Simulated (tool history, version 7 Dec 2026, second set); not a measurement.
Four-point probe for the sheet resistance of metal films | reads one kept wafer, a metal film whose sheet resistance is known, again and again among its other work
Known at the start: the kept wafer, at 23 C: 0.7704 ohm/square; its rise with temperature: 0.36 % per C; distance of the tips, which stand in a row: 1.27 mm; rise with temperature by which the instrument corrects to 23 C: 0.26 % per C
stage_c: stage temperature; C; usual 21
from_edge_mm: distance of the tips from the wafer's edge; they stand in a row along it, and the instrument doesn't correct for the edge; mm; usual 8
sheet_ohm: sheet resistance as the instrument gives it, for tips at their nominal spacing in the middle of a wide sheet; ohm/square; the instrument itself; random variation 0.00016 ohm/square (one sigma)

run,hour,stage_c,from_edge_mm,sheet_ohm
1,0,21,8,0.787791
2,41.6,21,8,0.788174
3,90.7,21,8,0.788225
4,144.4,21,8,0.788457
5,196.3,21,8,0.788331
6,227.3,21,8,0.788454
7,264.1,21,8,0.78886
8,305.6,19,8,0.78689
9,343.5,21,22,0.779809
10,366.8,21,22,0.779961
11,414.3,21,8,0.788976
12,450.7,20,8,0.788494
13,477.7,21,8,0.788943
# hour 481.1: stage's thermometer calibrated
14,530.5,20,8,0.788338
15,583.9,20,8,0.788576
16,616.1,21,8,0.789627
17,645.4,21,8,0.789495
18,687.6,24,8,0.792088
19,716.1,24,8,0.791955
# hour 729.5: stage's thermometer calibrated, once more
20,773.2,24,8,0.792673
21,825.9,24,8,0.792944
22,876.4,24,73,0.782329
23,904.2,24,73,0.782631
24,947.7,18,48,0.778027
25,998.3,30,9,0.795567
26,1036.3,29,10,0.79351
27,1085.7,27,4,0.825751
28,1131.7,27,4,0.825829
29,1155.8,34,40,0.791142
30,1193.6,24,7,0.796752
31,1238.8,22,13,0.785678
32,1277.3,22,13,0.785813
33,1301.5,24,16,0.78594
34,1346.2,25,11,0.790006
35,1371.9,25,11,0.790143
36,1424.4,25,11,0.789924
# hour 1443.5: new probe head fitted
37,1469.6,21,11,0.771138
38,1508.1,32,32,0.775183
39,1550.3,21,28,0.766996
40,1594.5,34,28,0.777235
41,1625.6,34,28,0.777051
42,1670.1,34,28,0.777001

3 ways to go on from here, each from the tool as it stands after run 42. What would each give?
A,1697.1,23,53,?
B,1697.1,19,5,?
C,1697.1,27,4,?

run,sheet_ohm
A,0.768436
B,0.79078
C,0.810862
Without the tool's hidden state the same runs would have given:
run,sheet_ohm
A,0.77087
B,0.793278
C,0.813419
